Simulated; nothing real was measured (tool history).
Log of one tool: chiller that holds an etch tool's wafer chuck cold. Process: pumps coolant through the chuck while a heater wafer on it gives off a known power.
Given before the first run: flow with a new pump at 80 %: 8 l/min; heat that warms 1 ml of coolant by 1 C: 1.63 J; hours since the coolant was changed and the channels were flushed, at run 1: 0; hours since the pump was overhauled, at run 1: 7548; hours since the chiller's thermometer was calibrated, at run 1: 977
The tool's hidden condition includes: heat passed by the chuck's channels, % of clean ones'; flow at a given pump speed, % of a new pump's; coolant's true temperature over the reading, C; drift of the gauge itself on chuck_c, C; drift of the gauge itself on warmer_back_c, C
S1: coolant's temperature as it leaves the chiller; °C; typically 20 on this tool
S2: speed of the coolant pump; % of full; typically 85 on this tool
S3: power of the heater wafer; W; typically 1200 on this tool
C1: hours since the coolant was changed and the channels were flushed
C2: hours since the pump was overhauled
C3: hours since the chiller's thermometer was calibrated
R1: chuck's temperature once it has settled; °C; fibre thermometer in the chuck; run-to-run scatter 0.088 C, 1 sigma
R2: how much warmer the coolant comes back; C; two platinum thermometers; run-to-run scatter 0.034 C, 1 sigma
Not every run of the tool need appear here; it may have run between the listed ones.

Run 1, hour 0.0: usual settings; C1 0; C2 7548; C3 977. Result: R1 28.84 °C, R2 5.55 C.
Run 2, hour 227.7: usual settings; C1 228; C2 7776; C3 1205. Result: R1 28.68 °C, R2 5.56 C.
Run 3, hour 393.0: usual settings but S1 13 °C; C1 393; C2 7941; C3 1370. Result: R1 21.84 °C, R2 5.54 C.
Run 4, hour 593.9: usual settings but S1 13 °C, S3 726 W; C1 594; C2 8142; C3 1571. Result: R1 18.34 °C, R2 3.44 C.
Run 5, hour 743.3: usual settings but S1 13 °C, S3 726 W; C1 743; C2 8291; C3 1721. Result: R1 18.23 °C, R2 3.38 C.
Run 6, hour 893.3: usual settings but S1 13 °C, S3 726 W; C1 893; C2 8441; C3 1871. Result: R1 18.18 °C, R2 3.42 C.
Run 7, hour 1072.2: usual settings; C1 1072; C2 8620; C3 2050. Result: R1 28.69 °C, R2 5.61 C.
Run 8, hour 1298.1: usual settings; C1 1298; C2 8846; C3 2276. Result: R1 28.87 °C, R2 5.60 C.
Run 9, hour 1489.3: usual settings; C1 1489; C2 9037; C3 2467. Result: R1 28.79 °C, R2 5.67 C.
Run 10, hour 1626.7: usual settings but S3 664 W; C1 1627; C2 9175; C3 2604. Result: R1 24.79 °C, R2 3.11 C.
Run 11, hour 1825.0: usual settings but S3 664 W; C1 1825; C2 9373; C3 2802. Result: R1 24.80 °C, R2 3.14 C.
Run 12, hour 1989.2: usual settings but S3 664 W; C1 1989; C2 9537; C3 2967. Result: R1 24.69 °C, R2 3.15 C.
Run 13, hour 2176.7: usual settings but S3 664 W; C1 2177; C2 9725; C3 3154. Result: R1 24.63 °C, R2 3.10 C.
Run 14, hour 2271.5: usual settings but S3 664 W; C1 2272; C2 9820; C3 3249. Result: R1 24.69 °C, R2 3.13 C.
At hour 2329.8: chiller's thermometer calibrated.
Run 15, hour 2397.0: usual settings but S3 798 W; C1 2396; C2 9944; C3 67. Result: R1 26.25 °C, R2 3.75 C.
Run 16, hour 2513.9: usual settings but S1 16 °C; C1 2513; C2 10061; C3 184. Result: R1 25.05 °C, R2 5.70 C.
Run 17, hour 2704.7: usual settings but S1 16 °C; C1 2704; C2 10252; C3 375. Result: R1 25.10 °C, R2 5.66 C.
Run 18, hour 2882.1: usual settings but S1 23 °C, S2 80 % of full; C1 2881; C2 10429; C3 552. Result: R1 32.75 °C, R2 6.09 C.
At hour 3042.8: coolant pump overhauled.
Run 19, hour 3074.4: usual settings but S1 22 °C, S2 97 % of full, S3 1058 W; C1 3068; C2 32; C3 740. Result: R1 28.49 °C, R2 3.96 C.
Run 20, hour 3233.0: usual settings but S1 22 °C, S2 97 % of full, S3 1058 W; C1 3227; C2 190; C3 898. Result: R1 28.49 °C, R2 3.98 C.
Run 21, hour 3421.1: usual settings but S1 30 °C, S2 82 % of full, S3 913 W; C1 3415; C2 378; C3 1086. Result: R1 36.58 °C, R2 4.11 C.
Run 22, hour 3606.5: usual settings but S2 82 % of full, S3 1228 W; C1 3600; C2 564; C3 1272. Result: R1 29.01 °C, R2 5.53 C.
Run 23, hour 3731.1: usual settings but S2 82 % of full, S3 1228 W; C1 3725; C2 688; C3 1396. Result: R1 29.15 °C, R2 5.58 C.
Run 24, hour 3939.0: usual settings but S1 16 °C, S2 95 % of full, S3 1228 W; C1 3933; C2 896; C3 1604. Result: R1 23.65 °C, R2 4.72 C.
Run 25, hour 4143.4: usual settings but S1 12 °C, S2 60 % of full, S3 1219 W; C1 4137; C2 1101; C3 1809. Result: R1 23.96 °C, R2 7.85 C.
Run 26, hour 4311.7: usual settings but S1 26 °C, S2 84 % of full, S3 1394 W; C1 4306; C2 1269; C3 1977. Result: R1 35.98 °C, R2 6.20 C.
Run 27, hour 4436.7: usual settings but S1 26 °C, S2 84 % of full, S3 1394 W; C1 4431; C2 1394; C3 2102. Result: R1 36.05 °C, R2 6.24 C.
Run 28, hour 4547.8: usual settings but S1 29 °C, S2 84 % of full, S3 1659 W; C1 4542; C2 1505; C3 2213. Result: R1 40.90 °C, R2 7.34 C.
Run 29, hour 4669.1: usual settings but S1 22 °C, S2 87 % of full, S3 1176 W; C1 4663; C2 1626; C3 2334. Result: R1 30.12 °C, R2 5.04 C.
Run 30, hour 4800.5: usual settings but S1 17 °C, S2 63 % of full, S3 969 W; C1 4794; C2 1758; C3 2466. Result: R1 26.03 °C, R2 5.97 C.
Run 31, hour 4942.6: usual settings but S1 18 °C, S2 77 % of full, S3 726 W; C1 4937; C2 1900; C3 2608. Result: R1 23.46 °C, R2 3.56 C.

Take each entry between the runs: how does the hidden state at the last listed run before it differ from the hidden state at the first listed run after it?
After run 14, before run 15: chiller's thermometer calibrated (hour 2329.8)
  heat passed by the chuck's channels, % of clean ones': 97.2 -> 97.1; flow at a given pump speed, % of a new pump's: 91.2 -> 91.1; coolant's true temperature over the reading, C: -0.34 -> 0.02
  measured value less the no-hidden-state value, R1: +0.10 -> +0.56 °C; R2: +0.28 -> +0.34 C
After run 18, before run 19: coolant pump overhauled (hour 3042.8)
  heat passed by the chuck's channels, % of clean ones': 96.7 -> 96.5; flow at a given pump speed, % of a new pump's: 90.6 -> 99.9; coolant's true temperature over the reading, C: -0.03 -> -0.05
  measured value less the no-hidden-state value, R1: +0.90 -> +0.10 °C; R2: +0.57 -> +0.00 C
